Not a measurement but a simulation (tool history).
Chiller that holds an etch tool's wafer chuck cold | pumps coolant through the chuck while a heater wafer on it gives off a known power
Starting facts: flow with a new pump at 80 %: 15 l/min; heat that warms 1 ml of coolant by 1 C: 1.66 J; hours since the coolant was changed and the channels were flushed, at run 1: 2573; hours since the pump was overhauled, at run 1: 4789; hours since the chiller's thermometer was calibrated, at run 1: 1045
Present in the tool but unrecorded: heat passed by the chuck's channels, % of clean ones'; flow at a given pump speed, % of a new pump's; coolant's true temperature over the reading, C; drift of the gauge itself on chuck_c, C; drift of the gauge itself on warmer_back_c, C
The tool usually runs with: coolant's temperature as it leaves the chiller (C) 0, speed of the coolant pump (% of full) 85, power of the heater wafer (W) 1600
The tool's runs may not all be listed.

| run | hour | coolant's temperature as it leaves the chiller (C) | speed of the coolant pump (% of full) | power of the heater wafer (W) | hours since the coolant was changed and the channels were flushed | hours since the pump was overhauled | hours since the chiller's thermometer was calibrated | chuck's temperature once it has settled (C) | how much warmer the coolant comes back (C) |
|---|---|---|---|---|---|---|---|---|---|
| 1 | 0.0 | 0 | 85 | 1600 | 2573 | 4789 | 1045 | 10.77 | 3.93 |
| 2 | 106.6 | 0 | 85 | 1600 | 2679 | 4895 | 1152 | 10.95 | 3.93 |
| 3 | 186.0 | 0 | 60 | 1600 | 2759 | 4975 | 1231 | 13.43 | 5.70 |
| 4 | 246.1 | 0 | 60 | 1600 | 2819 | 5035 | 1292 | 13.67 | 5.71 |
| 5 | 304.3 | 0 | 60 | 1600 | 2877 | 5093 | 1350 | 13.51 | 5.72 |
| 6 | 379.9 | 0 | 60 | 1600 | 2952 | 5168 | 1425 | 13.63 | 5.71 |
|  | 491.6 | coolant pump overhauled |
| 7 | 516.5 | 0 | 60 | 1600 | 3084 | 25 | 1557 | 13.07 | 5.21 |
| 8 | 596.6 | 0 | 60 | 1600 | 3164 | 105 | 1637 | 13.10 | 5.21 |
| 9 | 680.9 | 0 | 60 | 1600 | 3248 | 189 | 1721 | 13.25 | 5.20 |
| 10 | 788.2 | 0 | 60 | 1600 | 3356 | 297 | 1829 | 13.25 | 5.22 |
| 11 | 919.8 | 0 | 85 | 1600 | 3487 | 428 | 1960 | 11.04 | 3.64 |
| 12 | 989.7 | 0 | 85 | 1600 | 3557 | 498 | 2030 | 11.02 | 3.64 |
|  | 1044.1 | coolant changed, channels flushed |
| 13 | 1070.6 | 3 | 80 | 1600 | 26 | 573 | 2105 | 13.24 | 3.88 |
|  | 1131.6 | chiller's thermometer calibrated |
| 14 | 1197.3 | 3 | 80 | 1600 | 152 | 699 | 66 | 12.49 | 3.90 |
| 15 | 1296.1 | 0 | 74 | 1323 | 251 | 798 | 164 | 8.57 | 3.50 |
| 16 | 1404.6 | -9 | 91 | 1636 | 359 | 906 | 273 | 0.29 | 3.51 |
| 17 | 1482.1 | -9 | 91 | 1636 | 437 | 984 | 350 | 0.21 | 3.49 |
| 18 | 1591.5 | -9 | 91 | 1636 | 546 | 1093 | 460 | 0.27 | 3.48 |
| 19 | 1679.4 | -5 | 90 | 1600 | 634 | 1181 | 548 | 4.31 | 3.47 |
| 20 | 1777.8 | -5 | 90 | 1600 | 733 | 1279 | 646 | 4.35 | 3.46 |
| 21 | 1840.8 | -5 | 90 | 1600 | 796 | 1342 | 709 | 4.32 | 3.50 |
| 22 | 1908.1 | -5 | 90 | 1600 | 863 | 1410 | 776 | 4.44 | 3.48 |
| 23 | 2027.6 | -5 | 90 | 1600 | 982 | 1529 | 896 | 4.51 | 3.46 |

Predict each of these 5 candidate next runs independently; none follows another, all start after run 23:
| A | 2121.7 | -8 | 85 | 1173 | 1077 | 1623 | 990 | ? | ? |
| B | 2121.7 | -3 | 63 | 1739 | 1077 | 1623 | 990 | ? | ? |
| C | 2121.7 | 10 | 81 | 1168 | 1077 | 1623 | 990 | ? | ? |
| D | 2121.7 | 0 | 85 | 1130 | 1077 | 1623 | 990 | ? | ? |
| E | 2121.7 | 0 | 64 | 945 | 1077 | 1623 | 990 | ? | ? |

| run | chuck's temperature once it has settled (C) | how much warmer the coolant comes back (C) |
|---|---|---|
| A | -0.86 | 2.73 |
| B | 9.79 | 5.53 |
| C | 17.48 | 2.85 |
| D | 7.06 | 2.61 |
| E | 7.13 | 2.94 |
With no hidden state in the tool, these same runs would have given:
| run | chuck's temperature once it has settled (C) | how much warmer the coolant comes back (C) |
|---|---|---|
| A | -1.44 | 2.65 |
| B | 8.93 | 5.38 |
| C | 16.89 | 2.78 |
| D | 6.49 | 2.53 |
| E | 6.57 | 2.86 |

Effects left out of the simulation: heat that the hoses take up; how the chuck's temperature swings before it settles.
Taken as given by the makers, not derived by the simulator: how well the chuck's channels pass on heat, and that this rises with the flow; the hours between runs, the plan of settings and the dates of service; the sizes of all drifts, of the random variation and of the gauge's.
